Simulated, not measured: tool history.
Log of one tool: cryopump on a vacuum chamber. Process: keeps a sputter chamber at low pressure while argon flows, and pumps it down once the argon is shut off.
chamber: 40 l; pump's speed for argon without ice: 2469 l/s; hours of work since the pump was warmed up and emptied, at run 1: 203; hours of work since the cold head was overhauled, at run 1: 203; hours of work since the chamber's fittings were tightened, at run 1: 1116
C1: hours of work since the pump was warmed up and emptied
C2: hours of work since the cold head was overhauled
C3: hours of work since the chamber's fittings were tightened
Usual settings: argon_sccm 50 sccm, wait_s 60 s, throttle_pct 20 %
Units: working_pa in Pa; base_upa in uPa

Run 1, hour 0.0: usual settings; C1 203; C2 203; C3 1116. Result: working_pa 0.1758 Pa, base_upa 1.10 uPa.
Run 2, hour 13.0: usual settings; C1 214; C2 214; C3 1127. Result: working_pa 0.1747 Pa, base_upa 1.04 uPa.
Run 3, hour 23.5: usual settings but argon_sccm 47 sccm; C1 223; C2 223; C3 1136. Result: working_pa 0.1640 Pa, base_upa 1.07 uPa.
Run 4, hour 38.0: usual settings but argon_sccm 47 sccm, throttle_pct 19 %; C1 234; C2 234; C3 1147. Result: working_pa 0.1740 Pa, base_upa 1.07 uPa.
Run 5, hour 54.9: usual settings but wait_s 112 s; C1 248; C2 248; C3 1161. Result: working_pa 0.1752 Pa, base_upa 0.86 uPa.
Run 6, hour 73.1: usual settings but argon_sccm 94 sccm; C1 263; C2 263; C3 1176. Result: working_pa 0.3303 Pa, base_upa 1.11 uPa.
Run 7, hour 88.5: usual settings but argon_sccm 51 sccm; C1 276; C2 276; C3 1189. Result: working_pa 0.1799 Pa, base_upa 1.13 uPa.
Run 8, hour 106.0: usual settings but argon_sccm 51 sccm; C1 290; C2 290; C3 1203. Result: working_pa 0.1803 Pa, base_upa 1.10 uPa.
Run 9, hour 116.5: usual settings but argon_sccm 51 sccm; C1 299; C2 299; C3 1212. Result: working_pa 0.1792 Pa, base_upa 1.17 uPa.
Run 10, hour 127.7: usual settings but wait_s 38 s, throttle_pct 19 %; C1 308; C2 308; C3 1221. Result: working_pa 0.1846 Pa, base_upa 1.44 uPa.
Run 11, hour 135.9: usual settings but argon_sccm 86 sccm, wait_s 178 s, throttle_pct 15 %; C1 314; C2 314; C3 1227. Result: working_pa 0.4015 Pa, base_upa 0.77 uPa.
Run 12, hour 144.3: usual settings but argon_sccm 86 sccm, wait_s 178 s, throttle_pct 15 %; C1 321; C2 321; C3 1234. Result: working_pa 0.4019 Pa, base_upa 0.74 uPa.
Run 13, hour 161.8: usual settings but argon_sccm 86 sccm, wait_s 178 s, throttle_pct 15 %; C1 336; C2 336; C3 1249. Result: working_pa 0.4029 Pa, base_upa 0.74 uPa.
Run 14, hour 173.7: usual settings but argon_sccm 36 sccm, wait_s 122 s; C1 345; C2 345; C3 1258. Result: working_pa 0.1274 Pa, base_upa 0.84 uPa.
Run 15, hour 186.1: usual settings but argon_sccm 36 sccm, wait_s 122 s; C1 356; C2 356; C3 1268. Result: working_pa 0.1270 Pa, base_upa 0.88 uPa.
Run 16, hour 205.6: usual settings but argon_sccm 32 sccm, throttle_pct 31 %; C1 371; C2 371; C3 1284. Result: working_pa 0.0747 Pa, base_upa 1.18 uPa.
Run 17, hour 223.5: usual settings but argon_sccm 32 sccm, throttle_pct 31 %; C1 386; C2 386; C3 1299. Result: working_pa 0.0752 Pa, base_upa 1.16 uPa.
Run 18, hour 237.5: usual settings but argon_sccm 21 sccm, wait_s 30 s, throttle_pct 30 %; C1 397; C2 397; C3 1310. Result: working_pa 0.0514 Pa, base_upa 1.75 uPa.

Forecast each of these 5 alternatives for the next run:
Run A, hour 257.7: usual settings but argon_sccm 92 sccm, wait_s 36 s, throttle_pct 52 %; C1 414; C2 414; C3 1327. Result: working_pa ?, base_upa ?.
Run B, hour 257.7: usual settings but throttle_pct 35 %; C1 414; C2 414; C3 1327. Result: working_pa ?, base_upa ?.
Run C, hour 257.7: usual settings but throttle_pct 18 %; C1 414; C2 414; C3 1327. Result: working_pa ?, base_upa ?.
Run D, hour 257.7: usual settings but argon_sccm 30 sccm, wait_s 26 s; C1 414; C2 414; C3 1327. Result: working_pa ?, base_upa ?.
Run E, hour 257.7: usual settings but argon_sccm 21 sccm, wait_s 30 s, throttle_pct 19 %; C1 414; C2 414; C3 1327. Result: working_pa ?, base_upa ?.

run  working_pa  base_upa
  A      0.1359      1.55
  B      0.1049      1.22
  C      0.1969      1.17
  D      0.1086      1.92
  E      0.0789      1.75
Without the tool's hidden state the same runs would have given:
run  working_pa  base_upa
  A      0.1216      1.06
  B      0.0971      0.72
  C      0.1892      0.68
  D      0.1040      1.43
  E      0.0756      1.25
